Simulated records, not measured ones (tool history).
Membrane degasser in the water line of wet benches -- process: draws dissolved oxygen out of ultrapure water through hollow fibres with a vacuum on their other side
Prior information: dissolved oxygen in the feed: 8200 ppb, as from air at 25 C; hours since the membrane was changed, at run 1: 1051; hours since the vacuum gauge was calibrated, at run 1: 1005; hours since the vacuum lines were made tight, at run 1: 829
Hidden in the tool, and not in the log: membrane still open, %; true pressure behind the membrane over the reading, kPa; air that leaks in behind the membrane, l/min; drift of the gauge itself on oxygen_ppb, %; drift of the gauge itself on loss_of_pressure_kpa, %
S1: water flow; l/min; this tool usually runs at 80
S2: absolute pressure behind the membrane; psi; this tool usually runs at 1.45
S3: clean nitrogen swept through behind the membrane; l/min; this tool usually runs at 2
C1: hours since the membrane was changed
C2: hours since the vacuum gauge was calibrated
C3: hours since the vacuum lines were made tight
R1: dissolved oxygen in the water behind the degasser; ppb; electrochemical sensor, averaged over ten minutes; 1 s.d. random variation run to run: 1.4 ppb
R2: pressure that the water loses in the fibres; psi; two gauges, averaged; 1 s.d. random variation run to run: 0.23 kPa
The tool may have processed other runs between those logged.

run	day	S1	S2	S3	C1	C2	C3	R1	R2
1	0	80	1.45	2	1051	1005	829	532.8	8.823
2	5.338	80	1.45	2	1179	1133	957	527.3	8.733
3	9.829	80	1.45	0.83	1287	1241	1065	962.5	8.782
4	13.308	80	1.45	0.83	1371	1324	1149	963.4	8.74
5	19.121	80	1.45	3.9	1510	1464	1288	311.2	8.782
6	22.742	80	1.45	3.9	1597	1550	1375	310.9	8.772
7	26.688	80	1.45	3.13	1692	1645	1470	372.5	8.765
8	32.725	80	1.45	3.13	1837	1790	1615	372	8.749
9	36.875	80	1.45	3.13	1936	1890	1714	374	8.839
10	39.654	80	1.45	3.13	2003	1956	1781	374.3	8.734
11	42.958	80	1.45	3.13	2082	2036	1860	373.4	8.766
12	47.05	86	1.45	2	2181	2134	1959	564.2	9.562
13	50.692	80	1.45	2	2268	2221	2046	533.7	8.749
14	54.871	56	1.45	2	2368	2322	2146	399.9	6.079
15	59.579	80	1.45	2.68	2481	2435	2259	425.8	8.74
16	62.65	103	1.45	2	2555	2508	2333	645.5	11.327
17	67.258	103	1.45	2	2666	2619	2444	647.1	11.316
18	69.879	109	1.45	4.31	2728	2682	2506	380.7	12.006
19	74.75	109	2.39	4.31	2845	2799	2623	693.2	12.08
# day 75.088: vacuum gauge calibrated
20	79.588	109	2.39	4.31	2961	108	2739	696.9	12.031
21	84.738	109	2.39	4.31	3085	232	2863	698.1	12.005
22	90.283	109	2.39	4.31	3218	365	2996	697.8	11.909
# day 95.058: vacuum gauge calibrated, once more
23	95.058	73	3.25	0.81	3332	0	3110	2228.6	8.066
24	100.488	103	2.61	1.5	3462	130	3240	1547.5	11.336
25	106.562	119	1.77	2	3608	276	3386	908.4	13.101
26	109.917	119	1.77	2	3688	357	3466	914.6	13.172
27	113.262	101	1.45	3.84	3769	437	3547	383.4	11.171
28	116.654	101	1.45	3.84	3850	518	3628	382.1	11.14
29	120.317	101	1.45	3.84	3938	606	3716	382.5	11.075
30	123.112	106	2.35	1.65	4005	673	3783	1324.8	11.768
31	128.138	80	1.33	2	4126	794	3904	466.6	8.81
32	132.296	80	1.33	2	4226	894	4004	468.6	8.844

4 options for the next run, each taken on its own from the tool as it stands now. Forecast them:
A	137.812	100	0.99	1.93	4358	1026	4136	?	?
B	137.812	80	1.45	3.52	4358	1026	4136	?	?
C	137.812	68	1.33	3.6	4358	1026	4136	?	?
D	137.812	80	2.26	5.74	4358	1026	4136	?	?

run	R1	R2
A	354.3	11.003
B	335.4	8.859
C	252.8	7.561
D	392	8.862
Without the tool's unlogged condition, the same runs would have read:
run	R1	R2
A	351.6	10.842
B	333.6	8.728
C	251.3	7.451
D	390.3	8.731
